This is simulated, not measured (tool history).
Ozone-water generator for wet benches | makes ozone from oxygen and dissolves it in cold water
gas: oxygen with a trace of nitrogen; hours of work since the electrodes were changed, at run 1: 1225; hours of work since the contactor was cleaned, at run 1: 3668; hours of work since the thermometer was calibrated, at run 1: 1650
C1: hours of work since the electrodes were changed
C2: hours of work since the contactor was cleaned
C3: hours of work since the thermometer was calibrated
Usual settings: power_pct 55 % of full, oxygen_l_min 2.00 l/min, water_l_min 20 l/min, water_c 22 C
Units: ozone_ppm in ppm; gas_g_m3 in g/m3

{"run": 1, "day": 0.0, "power_pct": 55, "oxygen_l_min": 2.0, "water_l_min": 20, "water_c": 22, "C1": 1225, "C2": 3668, "C3": 1650, "ozone_ppm": 15.1, "gas_g_m3": 236.5}
{"run": 2, "day": 1.429, "power_pct": 55, "oxygen_l_min": 2.0, "water_l_min": 20, "water_c": 22, "C1": 1256, "C2": 3699, "C3": 1681, "ozone_ppm": 15.1, "gas_g_m3": 237.9}
{"run": 3, "day": 2.508, "power_pct": 55, "oxygen_l_min": 2.0, "water_l_min": 20, "water_c": 22, "C1": 1279, "C2": 3722, "C3": 1704, "ozone_ppm": 15.1, "gas_g_m3": 236.0}
{"run": 4, "day": 3.779, "power_pct": 55, "oxygen_l_min": 2.0, "water_l_min": 20, "water_c": 22, "C1": 1307, "C2": 3750, "C3": 1732, "ozone_ppm": 15.3, "gas_g_m3": 239.1}
{"run": 5, "day": 5.112, "power_pct": 55, "oxygen_l_min": 2.0, "water_l_min": 20, "water_c": 22, "C1": 1336, "C2": 3778, "C3": 1760, "ozone_ppm": 15.4, "gas_g_m3": 237.6}
{"run": 6, "day": 5.988, "power_pct": 55, "oxygen_l_min": 2.0, "water_l_min": 20, "water_c": 22, "C1": 1355, "C2": 3797, "C3": 1779, "ozone_ppm": 15.3, "gas_g_m3": 236.2}
{"run": 7, "day": 6.75, "power_pct": 55, "oxygen_l_min": 2.0, "water_l_min": 20, "water_c": 22, "C1": 1371, "C2": 3814, "C3": 1796, "ozone_ppm": 15.0, "gas_g_m3": 234.9}
{"run": 8, "day": 8.329, "power_pct": 55, "oxygen_l_min": 2.0, "water_l_min": 20, "water_c": 22, "C1": 1405, "C2": 3848, "C3": 1830, "ozone_ppm": 14.9, "gas_g_m3": 235.2}
{"run": 9, "day": 9.688, "power_pct": 55, "oxygen_l_min": 2.0, "water_l_min": 20, "water_c": 22, "C1": 1434, "C2": 3877, "C3": 1859, "ozone_ppm": 15.0, "gas_g_m3": 237.0}
{"run": 10, "day": 11.292, "power_pct": 55, "oxygen_l_min": 2.0, "water_l_min": 20, "water_c": 22, "C1": 1469, "C2": 3912, "C3": 1894, "ozone_ppm": 15.2, "gas_g_m3": 236.8}
{"run": 11, "day": 12.808, "power_pct": 55, "oxygen_l_min": 2.0, "water_l_min": 30, "water_c": 27, "C1": 1502, "C2": 3945, "C3": 1927, "ozone_ppm": 9.6, "gas_g_m3": 234.7}
{"run": 12, "day": 14.546, "power_pct": 55, "oxygen_l_min": 2.0, "water_l_min": 30, "water_c": 27, "C1": 1539, "C2": 3982, "C3": 1964, "ozone_ppm": 9.6, "gas_g_m3": 236.4}
{"run": 13, "day": 15.788, "power_pct": 69, "oxygen_l_min": 2.1, "water_l_min": 13, "water_c": 27, "C1": 1566, "C2": 4009, "C3": 1991, "ozone_ppm": 23.8, "gas_g_m3": 261.2}
{"run": 14, "day": 16.979, "power_pct": 69, "oxygen_l_min": 2.1, "water_l_min": 13, "water_c": 27, "C1": 1592, "C2": 4035, "C3": 2017, "ozone_ppm": 23.7, "gas_g_m3": 260.7}
{"run": 15, "day": 18.567, "power_pct": 55, "oxygen_l_min": 2.0, "water_l_min": 16, "water_c": 22, "C1": 1626, "C2": 4069, "C3": 2051, "ozone_ppm": 18.3, "gas_g_m3": 234.5}
{"run": 16, "day": 19.662, "power_pct": 55, "oxygen_l_min": 2.0, "water_l_min": 26, "water_c": 22, "C1": 1650, "C2": 4092, "C3": 2074, "ozone_ppm": 11.8, "gas_g_m3": 235.2}
{"run": 17, "day": 21.312, "power_pct": 55, "oxygen_l_min": 1.37, "water_l_min": 12, "water_c": 22, "C1": 1685, "C2": 4128, "C3": 2110, "ozone_ppm": 22.8, "gas_g_m3": 302.6}
{"run": 18, "day": 22.288, "power_pct": 46, "oxygen_l_min": 2.0, "water_l_min": 27, "water_c": 22, "C1": 1706, "C2": 4149, "C3": 2131, "ozone_ppm": 9.9, "gas_g_m3": 209.7}
{"run": 19, "day": 23.733, "power_pct": 46, "oxygen_l_min": 1.16, "water_l_min": 21, "water_c": 22, "C1": 1738, "C2": 4180, "C3": 2162, "ozone_ppm": 11.9, "gas_g_m3": 295.4}

3 ways to go on from here, each from the tool as it stands after run 19. What would each give?
{"run": "A", "day": 24.904, "power_pct": 55, "oxygen_l_min": 1.45, "water_l_min": 27, "water_c": 17, "C1": 1763, "C2": 4206, "C3": 2188, "ozone_ppm": "?", "gas_g_m3": "?"}
{"run": "B", "day": 24.904, "power_pct": 46, "oxygen_l_min": 1.72, "water_l_min": 21, "water_c": 23, "C1": 1763, "C2": 4206, "C3": 2188, "ozone_ppm": "?", "gas_g_m3": "?"}
{"run": "C", "day": 24.904, "power_pct": 46, "oxygen_l_min": 1.16, "water_l_min": 14, "water_c": 15, "C1": 1763, "C2": 4206, "C3": 2188, "ozone_ppm": "?", "gas_g_m3": "?"}

run=A ozone_ppm=10.8 gas_g_m3=288.3
run=B ozone_ppm=12.4 gas_g_m3=230.6
run=C ozone_ppm=18.3 gas_g_m3=296.7
Without the tool's hidden state the same runs would have given:
run=A ozone_ppm=10.8 gas_g_m3=292.6
run=B ozone_ppm=12.4 gas_g_m3=234.0
run=C ozone_ppm=18.3 gas_g_m3=301.0
